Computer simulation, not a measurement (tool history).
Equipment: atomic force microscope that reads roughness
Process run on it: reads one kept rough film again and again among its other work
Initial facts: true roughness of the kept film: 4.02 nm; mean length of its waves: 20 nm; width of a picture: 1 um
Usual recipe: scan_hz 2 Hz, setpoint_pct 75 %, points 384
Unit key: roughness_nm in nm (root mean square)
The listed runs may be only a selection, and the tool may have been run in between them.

run 1 hour=0 | scan_hz=2 setpoint_pct=75 points=384 | roughness_nm=2.378
run 2 hour=6 | scan_hz=2 setpoint_pct=75 points=384 | roughness_nm=2.291
run 3 hour=14.3 | scan_hz=2 setpoint_pct=75 points=384 | roughness_nm=2.243
run 4 hour=22.8 | scan_hz=2 setpoint_pct=75 points=384 | roughness_nm=2.153
run 5 hour=27.2 | scan_hz=2 setpoint_pct=75 points=384 | roughness_nm=2.139
run 6 hour=33.1 | scan_hz=2 setpoint_pct=75 points=268 | roughness_nm=2.058
run 7 hour=39.6 | scan_hz=2 setpoint_pct=75 points=268 | roughness_nm=2
run 8 hour=45.3 | scan_hz=2 setpoint_pct=75 points=268 | roughness_nm=1.973
run 9 hour=53.2 | scan_hz=2 setpoint_pct=75 points=268 | roughness_nm=1.906
run 10 hour=57.5 | scan_hz=2 setpoint_pct=75 points=803 | roughness_nm=1.944
run 11 hour=64.5 | scan_hz=2 setpoint_pct=65 points=384 | roughness_nm=1.896
run 12 hour=72.2 | scan_hz=2 setpoint_pct=81 points=384 | roughness_nm=1.793
run 13 hour=80.7 | scan_hz=2 setpoint_pct=81 points=384 | roughness_nm=1.748
-- hour=88.6 new tip fitted
run 14 hour=90.3 | scan_hz=2 setpoint_pct=75 points=896 | roughness_nm=2.982
run 15 hour=99.6 | scan_hz=2 setpoint_pct=75 points=896 | roughness_nm=2.822
run 16 hour=105.6 | scan_hz=2 setpoint_pct=75 points=896 | roughness_nm=2.731
run 17 hour=115.1 | scan_hz=2 setpoint_pct=75 points=896 | roughness_nm=2.638
run 18 hour=123.9 | scan_hz=2 setpoint_pct=75 points=896 | roughness_nm=2.516
run 19 hour=129.5 | scan_hz=2 setpoint_pct=75 points=896 | roughness_nm=2.449
run 20 hour=136.3 | scan_hz=2 setpoint_pct=75 points=896 | roughness_nm=2.38
run 21 hour=140.7 | scan_hz=2 setpoint_pct=75 points=896 | roughness_nm=2.339
run 22 hour=145.1 | scan_hz=2 setpoint_pct=76 points=896 | roughness_nm=2.304
run 23 hour=152.2 | scan_hz=0.7 setpoint_pct=75 points=384 | roughness_nm=2.264
run 24 hour=159.7 | scan_hz=0.7 setpoint_pct=75 points=384 | roughness_nm=2.189
run 25 hour=165.1 | scan_hz=0.7 setpoint_pct=75 points=384 | roughness_nm=2.15
run 26 hour=173.9 | scan_hz=2 setpoint_pct=75 points=417 | roughness_nm=2.037
run 27 hour=180 | scan_hz=2 setpoint_pct=61 points=384 | roughness_nm=2.041

Run 28 has not been measured yet. What should we expect?
run 28 hour=183.9 | scan_hz=1 setpoint_pct=61 points=384 | roughness_nm=?

roughness_nm: 2.04 nm (root mean square)
Were there no unlogged condition in the tool, this run, its random variation unchanged, would have produced roughness_nm 3.07 nm (root mean square).
